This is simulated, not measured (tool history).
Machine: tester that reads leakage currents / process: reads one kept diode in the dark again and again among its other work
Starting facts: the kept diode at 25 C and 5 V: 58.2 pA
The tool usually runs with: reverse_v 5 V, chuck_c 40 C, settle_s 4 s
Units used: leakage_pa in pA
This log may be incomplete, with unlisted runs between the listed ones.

run,hour,reverse_v,chuck_c,settle_s,leakage_pa
1,0,5,40,4,184.63
2,41.6,5,40,4,184.73
3,66.1,5,40,4,183.46
4,91.7,5,40,4,183.98
5,110.7,5,40,4,182.31
6,147.3,5,40,7.95,182.68
7,184.7,5,40,7.95,183.07
8,223,5,40,7.95,181.26
9,259.6,5,40,4,181.25
# hour 303.7: probe card cleaned and baked
10,304,5,25,4,57.08
11,331.1,3.05,40,4,133.66
12,363.1,3.05,40,4,133.59
# hour 368.1: tester calibrated
13,400.4,5,21,4,41.29
14,421.4,5,28,3.33,72.19
15,451.8,5.72,20,0.96,42.03
16,474.5,5.72,20,0.96,41.88
# hour 509.9: tester calibrated, once more
17,513.7,5,27,4.05,65.33
18,539.8,5,27,4.05,65.45
19,570,5,24,2.11,51.63
20,608.7,5,45,8.8,245.03
21,649.2,5,45,8.8,245.48
22,670.3,5,45,8.8,244.81
23,711.6,5,45,8.8,243.7

Branching from run 23: 4 alternative next runs. What would each branch give?
A,731.1,3.62,35,0.75,?
B,731.1,5,40,0.94,?
C,731.1,5,52,6.76,?
D,731.1,2.71,45,8.8,?

run,leakage_pa
A,99.1
B,171.9
C,395.57
D,171.08
Stripped of hidden state, with their random variation kept, the same runs would have yielded:
run,leakage_pa
A,104.99
B,181.95
C,417.82
D,181.08

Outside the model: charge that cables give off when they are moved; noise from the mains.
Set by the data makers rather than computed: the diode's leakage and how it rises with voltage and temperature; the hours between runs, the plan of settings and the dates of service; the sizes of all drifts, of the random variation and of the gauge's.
